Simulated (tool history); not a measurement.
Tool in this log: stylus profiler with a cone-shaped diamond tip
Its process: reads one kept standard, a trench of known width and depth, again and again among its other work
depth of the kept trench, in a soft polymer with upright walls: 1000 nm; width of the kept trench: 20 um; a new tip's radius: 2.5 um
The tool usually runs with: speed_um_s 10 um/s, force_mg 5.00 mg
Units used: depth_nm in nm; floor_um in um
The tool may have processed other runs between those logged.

{"run": 1, "day": 0.0, "speed_um_s": 10, "force_mg": 5.0, "depth_nm": 1027.94, "floor_um": 14.73}
{"run": 2, "day": 1.888, "speed_um_s": 10, "force_mg": 5.0, "depth_nm": 1027.34, "floor_um": 14.68}
{"run": 3, "day": 4.292, "speed_um_s": 10, "force_mg": 5.0, "depth_nm": 1027.34, "floor_um": 14.63}
{"run": 4, "day": 6.921, "speed_um_s": 10, "force_mg": 5.0, "depth_nm": 1026.91, "floor_um": 14.63}
{"run": 5, "day": 8.462, "speed_um_s": 7, "force_mg": 5.0, "depth_nm": 1027.59, "floor_um": 14.63}
{"run": 6, "day": 9.767, "speed_um_s": 7, "force_mg": 4.93, "depth_nm": 1027.25, "floor_um": 14.62}
{"run": 7, "day": 12.233, "speed_um_s": 7, "force_mg": 4.93, "depth_nm": 1026.82, "floor_um": 14.58}
{"run": 8, "day": 13.517, "speed_um_s": 10, "force_mg": 5.0, "depth_nm": 1027.4, "floor_um": 14.58}
{"run": 9, "day": 16.05, "speed_um_s": 10, "force_mg": 5.0, "depth_nm": 1027.21, "floor_um": 14.51}
{"run": 10, "day": 17.317, "speed_um_s": 10, "force_mg": 5.0, "depth_nm": 1027.2, "floor_um": 14.55}
{"run": 11, "day": 19.608, "speed_um_s": 10, "force_mg": 5.0, "depth_nm": 1027.56, "floor_um": 14.49}
{"run": 12, "day": 21.608, "speed_um_s": 10, "force_mg": 5.0, "depth_nm": 1027.08, "floor_um": 14.52}
{"run": 13, "day": 23.925, "speed_um_s": 10, "force_mg": 13.78, "depth_nm": 1053.63, "floor_um": 14.47}
{"run": 14, "day": 25.575, "speed_um_s": 10, "force_mg": 13.78, "depth_nm": 1053.66, "floor_um": 14.47}
{"run": 15, "day": 27.375, "speed_um_s": 10, "force_mg": 5.0, "depth_nm": 1027.05, "floor_um": 14.39}
{"run": 16, "day": 28.917, "speed_um_s": 10, "force_mg": 5.0, "depth_nm": 1026.91, "floor_um": 14.41}
{"run": 17, "day": 30.279, "speed_um_s": 10, "force_mg": 5.0, "depth_nm": 1026.88, "floor_um": 14.41}
{"run": 18, "day": 33.05, "speed_um_s": 10, "force_mg": 5.0, "depth_nm": 1026.81, "floor_um": 14.4}
{"run": 19, "day": 34.596, "speed_um_s": 10, "force_mg": 5.0, "depth_nm": 1026.93, "floor_um": 14.33}
{"run": 20, "day": 36.029, "speed_um_s": 10, "force_mg": 5.0, "depth_nm": 1026.78, "floor_um": 14.32}
{"run": 21, "day": 38.933, "speed_um_s": 10, "force_mg": 6.97, "depth_nm": 1033.2, "floor_um": 14.29}
{"run": 22, "day": 40.267, "speed_um_s": 13, "force_mg": 5.0, "depth_nm": 1026.51, "floor_um": 14.29}
{"run": 23, "day": 42.042, "speed_um_s": 34, "force_mg": 5.0, "depth_nm": 1026.2, "floor_um": 14.2}
{"run": 24, "day": 44.417, "speed_um_s": 6, "force_mg": 10.91, "depth_nm": 1045.23, "floor_um": 14.31}
{"run": 25, "day": 47.108, "speed_um_s": 6, "force_mg": 10.91, "depth_nm": 1045.28, "floor_um": 14.3}
{"run": 26, "day": 48.9, "speed_um_s": 6, "force_mg": 10.91, "depth_nm": 1045.12, "floor_um": 14.26}
{"run": 27, "day": 50.367, "speed_um_s": 6, "force_mg": 10.91, "depth_nm": 1045.3, "floor_um": 14.21}
{"run": 28, "day": 52.7, "speed_um_s": 36, "force_mg": 3.02, "depth_nm": 1017.84, "floor_um": 14.12}
{"run": 29, "day": 54.442, "speed_um_s": 5, "force_mg": 2.5, "depth_nm": 1016.61, "floor_um": 14.21}
{"run": 30, "day": 55.788, "speed_um_s": 10, "force_mg": 7.41, "depth_nm": 1034.66, "floor_um": 14.15}
{"run": 31, "day": 56.983, "speed_um_s": 10, "force_mg": 8.0, "depth_nm": 1036.27, "floor_um": 14.14}
{"run": 32, "day": 58.829, "speed_um_s": 10, "force_mg": 3.14, "depth_nm": 1018.79, "floor_um": 14.1}
{"run": 33, "day": 60.6, "speed_um_s": 6, "force_mg": 2.93, "depth_nm": 1017.3, "floor_um": 14.1}
{"run": 34, "day": 62.246, "speed_um_s": 14, "force_mg": 2.59, "depth_nm": 1016.34, "floor_um": 14.07}
{"run": 35, "day": 64.988, "speed_um_s": 14, "force_mg": 3.8, "depth_nm": 1021.46, "floor_um": 14.03}
{"run": 36, "day": 66.258, "speed_um_s": 33, "force_mg": 7.73, "depth_nm": 1035.39, "floor_um": 13.98}
{"run": 37, "day": 68.988, "speed_um_s": 33, "force_mg": 7.73, "depth_nm": 1035.54, "floor_um": 14.02}
{"run": 38, "day": 70.854, "speed_um_s": 33, "force_mg": 7.73, "depth_nm": 1034.96, "floor_um": 13.97}
{"run": 39, "day": 73.017, "speed_um_s": 22, "force_mg": 5.0, "depth_nm": 1025.82, "floor_um": 13.93}
{"run": 40, "day": 75.55, "speed_um_s": 8, "force_mg": 3.63, "depth_nm": 1020.47, "floor_um": 13.98}
{"run": 41, "day": 76.967, "speed_um_s": 24, "force_mg": 12.43, "depth_nm": 1049.15, "floor_um": 13.88}
{"run": 42, "day": 78.221, "speed_um_s": 24, "force_mg": 12.43, "depth_nm": 1048.46, "floor_um": 14.0}
{"run": 43, "day": 79.483, "speed_um_s": 24, "force_mg": 5.75, "depth_nm": 1028.7, "floor_um": 13.89}
{"run": 44, "day": 81.129, "speed_um_s": 2, "force_mg": 8.91, "depth_nm": 1038.95, "floor_um": 13.94}
{"run": 45, "day": 83.858, "speed_um_s": 9, "force_mg": 9.79, "depth_nm": 1040.99, "floor_um": 13.94}
{"run": 46, "day": 85.729, "speed_um_s": 4, "force_mg": 2.37, "depth_nm": 1014.5, "floor_um": 13.89}

Run by run, hidden condition taken away, random variation retained:
What the log doesn't record here: radius of the tip, um; height scale over the true one, %; drift of the gauge itself on depth_nm, %; drift of the gauge itself on floor_um, %.
run=1 depth_nm=1027.79 floor_um=15.99
run=2 depth_nm=1027.24 floor_um=15.96
run=3 depth_nm=1027.30 floor_um=15.94
run=4 depth_nm=1026.94 floor_um=15.96
run=5 depth_nm=1027.66 floor_um=15.98
run=6 depth_nm=1027.35 floor_um=15.98
run=7 depth_nm=1026.97 floor_um=15.96
run=8 depth_nm=1027.57 floor_um=15.98
run=9 depth_nm=1027.45 floor_um=15.94
run=10 depth_nm=1027.47 floor_um=15.99
run=11 depth_nm=1027.89 floor_um=15.95
run=12 depth_nm=1027.44 floor_um=16.00
run=13 depth_nm=1054.07 floor_um=15.97
run=14 depth_nm=1054.13 floor_um=15.99
run=15 depth_nm=1027.56 floor_um=15.93
run=16 depth_nm=1027.45 floor_um=15.97
run=17 depth_nm=1027.46 floor_um=15.98
run=18 depth_nm=1027.45 floor_um=16.00
run=19 depth_nm=1027.61 floor_um=15.94
run=20 depth_nm=1027.49 floor_um=15.95
run=21 depth_nm=1033.98 floor_um=15.95
run=22 depth_nm=1027.32 floor_um=15.95
run=23 depth_nm=1027.05 floor_um=15.88
run=24 depth_nm=1046.17 floor_um=16.02
run=25 depth_nm=1046.28 floor_um=16.03
run=26 depth_nm=1046.17 floor_um=16.01
run=27 depth_nm=1046.38 floor_um=15.98
run=28 depth_nm=1018.95 floor_um=15.90
run=29 depth_nm=1017.76 floor_um=16.01
run=30 depth_nm=1035.86 floor_um=15.97
run=31 depth_nm=1037.50 floor_um=15.97
run=32 depth_nm=1020.04 floor_um=15.94
run=33 depth_nm=1018.59 floor_um=15.95
run=34 depth_nm=1017.67 floor_um=15.94
run=35 depth_nm=1022.86 floor_um=15.92
run=36 depth_nm=1036.84 floor_um=15.89
run=37 depth_nm=1037.06 floor_um=15.95
run=38 depth_nm=1036.53 floor_um=15.92
run=39 depth_nm=1027.42 floor_um=15.90
run=40 depth_nm=1022.12 floor_um=15.97
run=41 depth_nm=1050.88 floor_um=15.89
run=42 depth_nm=1050.22 floor_um=16.01
run=43 depth_nm=1030.46 floor_um=15.92
run=44 depth_nm=1040.77 floor_um=15.99
run=45 depth_nm=1042.88 floor_um=16.01
run=46 depth_nm=1016.38 floor_um=15.97
